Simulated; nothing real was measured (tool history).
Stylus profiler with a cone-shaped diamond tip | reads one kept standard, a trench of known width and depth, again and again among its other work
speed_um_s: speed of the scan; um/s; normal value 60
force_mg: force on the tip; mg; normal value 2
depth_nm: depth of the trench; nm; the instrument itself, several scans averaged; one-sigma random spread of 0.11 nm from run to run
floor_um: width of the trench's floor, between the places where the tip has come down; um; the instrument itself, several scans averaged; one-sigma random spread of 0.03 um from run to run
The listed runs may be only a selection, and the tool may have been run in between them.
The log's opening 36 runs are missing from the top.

run,hour,speed_um_s,force_mg,scans with this tip,hours of work since the height scale was calibrated,depth_nm,floor_um
37,2097.1,115,1.2,10211,70,201.73,46.24
38,2159.1,115,1.2,10402,115,201.68,46.19
39,2237.1,115,1.2,10641,173,201.6,46.2
40,2310.3,60,6,10866,226,205.13,46.6
41,2348.3,44,0.97,10982,254,201.52,46.51
42,2427.7,89,2.82,11226,312,203.07,46.43
43,2480,18,0.73,11386,351,201,46.56
44,2545.8,25,0.73,11588,399,201.04,46.54
45,2616.7,54,5.63,11806,451,204.62,46.56

Below are 4 alternative next runs, each starting from the tool's condition after run 45. Predict each:
A,2677.6,23,1.08,11993,496,?,?
B,2677.6,155,2.35,11993,496,?,?
C,2677.6,82,5,11993,496,?,?
D,2677.6,54,0.7,11993,496,?,?

run,depth_nm,floor_um
A,201.45,46.57
B,202.56,46.22
C,204.35,46.49
D,200.71,46.37
Without the tool's unlogged condition, the same runs would have read:
run,depth_nm,floor_um
A,201.85,47.11
B,202.96,46.76
C,204.76,47.03
D,201.11,46.9

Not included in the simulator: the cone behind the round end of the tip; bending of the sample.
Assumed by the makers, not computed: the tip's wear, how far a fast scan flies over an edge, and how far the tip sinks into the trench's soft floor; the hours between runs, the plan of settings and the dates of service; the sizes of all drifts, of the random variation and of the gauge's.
